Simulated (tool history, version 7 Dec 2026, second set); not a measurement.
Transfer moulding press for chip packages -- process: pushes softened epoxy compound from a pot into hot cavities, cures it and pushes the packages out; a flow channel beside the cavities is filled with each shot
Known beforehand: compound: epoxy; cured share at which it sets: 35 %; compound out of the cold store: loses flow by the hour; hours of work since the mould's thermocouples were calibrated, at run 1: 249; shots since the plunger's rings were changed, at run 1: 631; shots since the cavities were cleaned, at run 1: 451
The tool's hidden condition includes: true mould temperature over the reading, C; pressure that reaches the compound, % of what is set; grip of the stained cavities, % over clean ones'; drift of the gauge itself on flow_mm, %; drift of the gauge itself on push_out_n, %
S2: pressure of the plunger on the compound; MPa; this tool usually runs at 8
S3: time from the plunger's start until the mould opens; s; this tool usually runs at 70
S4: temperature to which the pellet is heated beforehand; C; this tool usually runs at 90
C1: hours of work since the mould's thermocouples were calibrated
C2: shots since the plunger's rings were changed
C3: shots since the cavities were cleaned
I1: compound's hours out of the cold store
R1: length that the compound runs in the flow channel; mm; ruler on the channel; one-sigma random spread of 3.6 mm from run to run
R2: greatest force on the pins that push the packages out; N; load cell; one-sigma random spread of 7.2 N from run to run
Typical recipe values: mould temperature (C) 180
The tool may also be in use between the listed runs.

run 1 day=0 | mould_temperature_(C)=180 S2=8 S3=70 S4=90 | C1=249 C2=631 C3=451 | I1=21.3 | R1=1005 R2=514
run 2 day=0.675 | mould_temperature_(C)=180 S2=8 S3=70 S4=90 | C1=261 C2=889 C3=709 | I1=42.1 | R1=920 R2=533
-- day=0.821 cavities cleaned with cleaning compound and waxed
run 3 day=1.446 | mould_temperature_(C)=180 S2=8 S3=70 S4=90 | C1=274 C2=1160 C3=239 | I1=35.1 | R1=939 R2=423
run 4 day=2.162 | mould_temperature_(C)=180 S2=8 S3=70 S4=90 | C1=286 C2=1433 C3=512 | I1=25.5 | R1=978 R2=511
run 5 day=2.525 | mould_temperature_(C)=180 S2=8 S3=70 S4=90 | C1=293 C2=1571 C3=650 | I1=38.4 | R1=928 R2=517
-- day=2.817 cavities cleaned with cleaning compound and waxed
run 6 day=3.296 | mould_temperature_(C)=180 S2=8 S3=70 S4=90 | C1=306 C2=1842 C3=183 | I1=15.4 | R1=1011 R2=423
run 7 day=3.925 | mould_temperature_(C)=180 S2=8 S3=70 S4=90 | C1=317 C2=2083 C3=424 | I1=38 | R1=913 R2=465
run 8 day=4.471 | mould_temperature_(C)=180 S2=8 S3=70 S4=93 | C1=327 C2=2292 C3=633 | I1=37.6 | R1=923 R2=483
-- day=4.588 mould's thermocouples calibrated
-- day=4.846 cavities cleaned with cleaning compound and waxed
-- day=5.325 plunger's sealing rings changed
run 9 day=5.325 | mould_temperature_(C)=180 S2=8 S3=70 S4=93 | C1=10 C2=0 C3=143 | I1=24.4 | R1=997 R2=385
run 10 day=5.658 | mould_temperature_(C)=180 S2=8 S3=70 S4=93 | C1=16 C2=128 C3=271 | I1=23.9 | R1=998 R2=437
run 11 day=6.346 | mould_temperature_(C)=180 S2=8 S3=70 S4=90 | C1=29 C2=391 C3=534 | I1=18 | R1=1012 R2=545
run 12 day=6.775 | mould_temperature_(C)=180 S2=8 S3=70 S4=90 | C1=36 C2=555 C3=698 | I1=35.1 | R1=951 R2=540
-- day=6.929 cavities cleaned with cleaning compound and waxed
-- day=7.438 mould's thermocouples calibrated, once more
run 13 day=7.442 | mould_temperature_(C)=180 S2=8 S3=70 S4=90 | C1=0 C2=753 C3=164 | I1=25.8 | R1=985 R2=374
run 14 day=7.746 | mould_temperature_(C)=180 S2=8 S3=70 S4=90 | C1=5 C2=870 C3=281 | I1=10.6 | R1=1034 R2=428
run 15 day=8.196 | mould_temperature_(C)=178 S2=9.27 S3=54 S4=99 | C1=14 C2=1042 C3=453 | I1=30.3 | R1=1036 R2=934
-- day=8.967 cavities cleaned with cleaning compound and waxed
run 16 day=8.967 | mould_temperature_(C)=180 S2=7.97 S3=70 S4=88 | C1=26 C2=1313 C3=0 | I1=15.1 | R1=1013 R2=331
run 17 day=9.354 | mould_temperature_(C)=176 S2=6.04 S3=70 S4=81 | C1=33 C2=1462 C3=149 | I1=19.2 | R1=874 R2=528
run 18 day=10.062 | mould_temperature_(C)=180 S2=8 S3=62 S4=81 | C1=46 C2=1731 C3=418 | I1=27.1 | R1=957 R2=681
run 19 day=10.525 | mould_temperature_(C)=180 S2=6.09 S3=70 S4=90 | C1=54 C2=1908 C3=595 | I1=9.6 | R1=893 R2=534
-- day=10.954 cavities cleaned with cleaning compound and waxed
run 20 day=10.988 | mould_temperature_(C)=180 S2=6.09 S3=70 S4=90 | C1=61 C2=2061 C3=13 | I1=32.3 | R1=820 R2=321
run 21 day=11.454 | mould_temperature_(C)=180 S2=6.09 S3=70 S4=90 | C1=70 C2=2240 C3=192 | I1=42.3 | R1=785 R2=371
run 22 day=11.938 | mould_temperature_(C)=180 S2=9.17 S3=70 S4=92 | C1=78 C2=2425 C3=377 | I1=14.6 | R1=1066 R2=453
-- day=12.275 plunger's sealing rings changed
run 23 day=12.6 | mould_temperature_(C)=187 S2=8.1 S3=102 S4=99 | C1=88 C2=124 C3=590 | I1=43 | R1=918 R2=255
-- day=13.042 cavities cleaned with cleaning compound and waxed
run 24 day=13.275 | mould_temperature_(C)=185 S2=6.62 S3=54 S4=90 | C1=99 C2=359 C3=90 | I1=48 | R1=819 R2=496
run 25 day=13.617 | mould_temperature_(C)=187 S2=6.07 S3=70 S4=89 | C1=105 C2=489 C3=220 | I1=35.1 | R1=809 R2=265
run 26 day=14.038 | mould_temperature_(C)=180 S2=6.02 S3=108 S4=90 | C1=113 C2=650 C3=381 | I1=29.8 | R1=837 R2=236
run 27 day=14.542 | mould_temperature_(C)=180 S2=6.02 S3=108 S4=90 | C1=122 C2=843 C3=574 | I1=46.7 | R1=782 R2=251

Predict each of these 3 candidate next runs independently; none follows another, all start after run 27:
run A day=14.883 | mould_temperature_(C)=172 S2=6.02 S3=65 S4=90 | C1=128 C2=973 C3=704 | I1=41 | R1=? R2=?
run B day=14.883 | mould_temperature_(C)=180 S2=8 S3=66 S4=96 | C1=128 C2=973 C3=704 | I1=38.7 | R1=? R2=?
run C day=14.883 | mould_temperature_(C)=180 S2=9.38 S3=74 S4=90 | C1=128 C2=973 C3=704 | I1=42.9 | R1=? R2=?

run=A R1=816 R2=973
run=B R1=924 R2=562
run=C R1=997 R2=419
Without the tool's unlogged condition, the same runs would have read:
run=A R1=829 R2=595
run=B R1=939 R2=344
run=C R1=1013 R2=256
